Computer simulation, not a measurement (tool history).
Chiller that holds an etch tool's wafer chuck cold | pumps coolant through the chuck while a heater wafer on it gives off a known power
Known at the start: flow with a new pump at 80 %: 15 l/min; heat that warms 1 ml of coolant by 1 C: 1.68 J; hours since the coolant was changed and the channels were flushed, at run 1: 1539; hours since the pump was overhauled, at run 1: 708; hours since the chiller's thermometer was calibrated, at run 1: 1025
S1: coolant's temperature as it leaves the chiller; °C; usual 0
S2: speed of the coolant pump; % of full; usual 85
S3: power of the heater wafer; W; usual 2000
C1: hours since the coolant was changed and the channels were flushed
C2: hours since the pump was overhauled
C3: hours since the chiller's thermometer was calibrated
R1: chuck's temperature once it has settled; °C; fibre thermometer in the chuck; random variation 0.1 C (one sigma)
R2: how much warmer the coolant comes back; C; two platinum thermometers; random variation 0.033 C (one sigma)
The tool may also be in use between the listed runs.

| run | hour | S1 | S2 | S3 | C1 | C2 | C3 | R1 | R2 |
|---|---|---|---|---|---|---|---|---|---|
| 1 | 0 | 0 | 85 | 2000 | 1539 | 708 | 1025 | 15.1 | 4.51 |
| 2 | 60.5 | 0 | 70 | 2000 | 1600 | 769 | 1085 | 16.6 | 5.41 |
| 3 | 174.7 | 0 | 70 | 2000 | 1714 | 883 | 1200 | 16.3 | 5.51 |
| 4 | 271 | 0 | 70 | 2000 | 1810 | 979 | 1296 | 16.6 | 5.5 |
| 5 | 379.1 | 0 | 70 | 2000 | 1918 | 1087 | 1404 | 16.4 | 5.43 |
| 6 | 451.7 | 0 | 70 | 2000 | 1991 | 1160 | 1476 | 16.6 | 5.62 |
| 7 | 549.5 | 0 | 70 | 2000 | 2089 | 1258 | 1574 | 16.6 | 5.51 |
| 8 | 673.4 | 0 | 85 | 2000 | 2213 | 1382 | 1698 | 15.1 | 4.6 |
| 9 | 768 | 0 | 85 | 2000 | 2307 | 1476 | 1793 | 14.9 | 4.52 |
| 10 | 848 | 0 | 85 | 2000 | 2387 | 1556 | 1873 | 15 | 4.56 |
| 11 | 942 | 0 | 85 | 2000 | 2481 | 1650 | 1967 | 15.2 | 4.56 |
| 12 | 1038.4 | -2 | 73 | 2000 | 2578 | 1746 | 2063 | 14.3 | 5.36 |
| 13 | 1134.7 | 0 | 62 | 2000 | 2674 | 1843 | 2160 | 17.9 | 6.33 |
| 14 | 1250 | 8 | 85 | 1947 | 2789 | 1958 | 2275 | 22.6 | 4.46 |
| 15 | 1367.3 | -10 | 70 | 1947 | 2906 | 2075 | 2392 | 6.2 | 5.38 |
| 16 | 1482 | -6 | 96 | 1377 | 3021 | 2190 | 2507 | 3.6 | 2.83 |
| 17 | 1566.4 | -6 | 96 | 1377 | 3106 | 2275 | 2591 | 3.7 | 2.79 |
| 18 | 1659 | 5 | 96 | 1096 | 3198 | 2367 | 2684 | 12.6 | 2.28 |
| 19 | 1778.9 | 8 | 85 | 2725 | 3318 | 2487 | 2804 | 28.9 | 6.37 |
| 20 | 1853 | 8 | 85 | 1014 | 3392 | 2561 | 2878 | 15.3 | 2.37 |
| 21 | 1974.6 | 9 | 92 | 2655 | 3514 | 2683 | 2999 | 28.5 | 5.75 |

4 ways to go on from here, each from the tool as it stands after run 21. What would each give?
| A | 2069.2 | 8 | 65 | 1339 | 3608 | 2777 | 3094 | ? | ? |
| B | 2069.2 | 9 | 62 | 1603 | 3608 | 2777 | 3094 | ? | ? |
| C | 2069.2 | -8 | 85 | 2000 | 3608 | 2777 | 3094 | ? | ? |
| D | 2069.2 | 4 | 85 | 2000 | 3608 | 2777 | 3094 | ? | ? |

| run | R1 | R2 |
|---|---|---|
| A | 19.6 | 4.03 |
| B | 23.5 | 5.15 |
| C | 7.3 | 4.73 |
| D | 19.3 | 4.65 |
Without the tool's hidden state the same runs would have given:
| run | R1 | R2 |
|---|---|---|
| A | 19.3 | 3.86 |
| B | 23 | 4.94 |
| C | 6.7 | 4.53 |
| D | 18.7 | 4.46 |
